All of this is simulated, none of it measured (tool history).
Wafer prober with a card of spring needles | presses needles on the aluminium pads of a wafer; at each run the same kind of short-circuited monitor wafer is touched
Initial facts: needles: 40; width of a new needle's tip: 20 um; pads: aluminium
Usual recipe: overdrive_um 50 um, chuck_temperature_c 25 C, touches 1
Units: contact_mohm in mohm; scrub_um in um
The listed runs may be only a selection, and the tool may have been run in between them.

run	hour	overdrive_um	chuck_temperature_c	touches	contact_mohm	scrub_um
1	0	50	25	1	253	9.16
# hour 8: tips cleaned on abrasive film
2	16.8	50	25	1	282	9.12
# hour 20.4: tips cleaned on abrasive film
# hour 33.8: tips cleaned on abrasive film
3	35.8	50	25	1	210	9.07
# hour 46.4: tips cleaned on abrasive film
# hour 58.9: tips cleaned on abrasive film
4	58.9	50	94	1	182	8.97
# hour 71.7: tips cleaned on abrasive film
5	81.9	50	94	1	290	9.18
# hour 85.4: tips cleaned on abrasive film
6	94.8	50	35	1	282	9
# hour 98.1: tips cleaned on abrasive film
# hour 110.8: tips cleaned on abrasive film
7	115.9	50	25	2	215	9.12
# hour 124.5: tips cleaned on abrasive film
8	136	45	25	1	333	8.09
# hour 137.6: tips cleaned on abrasive film
# hour 150: tips cleaned on abrasive film
9	150.6	34	30	3	192	6
# hour 162.9: tips cleaned on abrasive film
10	162.9	44	30	3	173	7.79

Expected results for the next run?
# hour 175.2: tips cleaned on abrasive film
11	187.1	44	30	3	?	?

contact_mohm: 236 mohm
scrub_um: 7.77 um
If the tool had no hidden condition, the same run with the same run-to-run variation would have returned contact_mohm 169 mohm, scrub_um 7.97 um.
